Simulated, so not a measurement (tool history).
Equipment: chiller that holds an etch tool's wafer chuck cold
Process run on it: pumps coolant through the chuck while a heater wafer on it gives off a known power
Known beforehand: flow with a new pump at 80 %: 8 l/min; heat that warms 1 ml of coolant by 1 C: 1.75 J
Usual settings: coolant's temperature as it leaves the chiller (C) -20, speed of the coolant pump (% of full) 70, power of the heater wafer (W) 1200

run,hour,coolant's temperature as it leaves the chiller (C),speed of the coolant pump (% of full),power of the heater wafer (W),chuck's temperature once it has settled (C),how much warmer the coolant comes back (C)
1,0.0,-20,70,1200,-4.5,5.98
2,75.8,-20,70,1200,-4.5,5.88
# hour 140.9: chiller's thermometer calibrated
3,151.2,-20,73,1200,-4.9,5.66
4,240.1,-20,73,1200,-5.2,5.65
5,292.3,-20,70,1741,2.6,8.64
6,358.2,-20,70,1200,-4.5,5.94
7,418.9,-20,70,1200,-4.4,5.97
8,494.4,-20,70,1200,-4.6,5.94
9,562.1,-20,70,1200,-4.6,5.95
10,610.6,-20,70,1200,-4.5,5.92
11,699.1,-20,66,1200,-3.6,6.38
12,749.7,-20,66,1200,-3.9,6.32
13,835.8,-20,79,1200,-5.9,5.22
14,897.1,-20,70,1200,-4.5,5.92
15,964.3,-20,70,1345,-2.5,6.63
16,1050.5,-20,70,1200,-4.4,5.97
17,1161.9,-20,70,1175,-4.8,5.80
18,1242.5,-20,91,1200,-7.4,4.42
19,1348.8,-19,70,1200,-3.6,5.97
20,1441.8,-27,72,611,-19.2,2.91
21,1538.9,-22,66,1427,-2.8,7.57
22,1623.8,-21,68,1182,-5.4,6.04
23,1672.2,-25,70,1311,-8.0,6.55
24,1778.8,-20,75,1200,-5.4,5.48
25,1869.8,-29,86,1200,-15.9,4.72
26,1981.9,-29,83,1200,-15.6,4.92
27,2029.6,-29,83,1200,-15.4,4.93
28,2111.5,-25,79,1200,-10.8,5.23
29,2168.0,-25,79,1200,-10.9,5.14
30,2267.2,-25,65,1120,-9.5,6.02
31,2324.5,-20,88,1035,-8.9,4.04

Each row is a separate what-if for the run after 31, all from the same tool condition, not one after another. Results?
A,2381.8,-25,83,938,?,?
B,2381.8,-21,88,1035,?,?
C,2381.8,-20,91,632,?,?
D,2381.8,-11,82,1523,?,?
E,2381.8,-27,92,1331,?,?

run,chuck's temperature once it has settled (C),how much warmer the coolant comes back (C)
A,-14.3,3.87
B,-9.9,4.02
C,-13.2,2.35
D,6.2,6.29
E,-12.9,4.88
Had the tool no hidden state, the same runs would have come out as:
run,chuck's temperature once it has settled (C),how much warmer the coolant comes back (C)
A,-14.3,3.87
B,-9.9,4.02
C,-13.2,2.34
D,6.2,6.29
E,-12.9,4.88
